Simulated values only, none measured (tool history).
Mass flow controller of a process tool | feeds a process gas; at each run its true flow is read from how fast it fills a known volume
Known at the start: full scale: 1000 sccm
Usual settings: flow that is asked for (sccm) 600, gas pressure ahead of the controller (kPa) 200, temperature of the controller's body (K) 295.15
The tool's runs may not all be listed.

run   hour  flow that is asked for (sccm)  gas pressure ahead of the controller (kPa)  temperature of the controller's body (K)  true flow (%)
  1    0.0                            600                                         200                                    295.15          98.81
  2   69.1                            600                                         200                                    295.15          98.92
  3  105.8                            600                                         200                                    295.15          98.79
  4  153.6                            600                                         269                                    295.15          99.21
  5  200.6                            600                                         269                                    295.15          99.17
  6  233.8                            600                                         269                                    295.15          99.24
  7  299.8                            600                                         228                                    295.15          98.95
  8  349.8                            600                                         200                                    295.15          98.63
  9  429.3                            600                                         200                                    295.15          98.66
 10  477.3                            151                                         219                                    301.15          98.11
 11  537.7                            923                                         261                                    294.15          99.83
 12  575.4                            923                                         223                                    294.15          99.48
 13  621.1                            923                                         223                                    294.15          99.47
 14  692.6                            923                                         223                                    294.15          99.40
 15  764.5                            102                                         223                                    311.15          97.72

Measured less the same run without the tool's hidden state. The same run-to-run variation is in both; the gauge's scatter may not be:
The hidden state here: flow at rest that the sensor doesn't see, % of full scale; true flow over the shown one, %; drift of the gauge itself on true_pct, %.
run  true flow (%)
  1          -0.51
  2          -0.53
  3          -0.55
  4          -0.56
  5          -0.57
  6          -0.58
  7          -0.61
  8          -0.62
  9          -0.66
 10          -0.06
 11          -0.77
 12          -0.78
 13          -0.80
 14          -0.82
 15          +0.41

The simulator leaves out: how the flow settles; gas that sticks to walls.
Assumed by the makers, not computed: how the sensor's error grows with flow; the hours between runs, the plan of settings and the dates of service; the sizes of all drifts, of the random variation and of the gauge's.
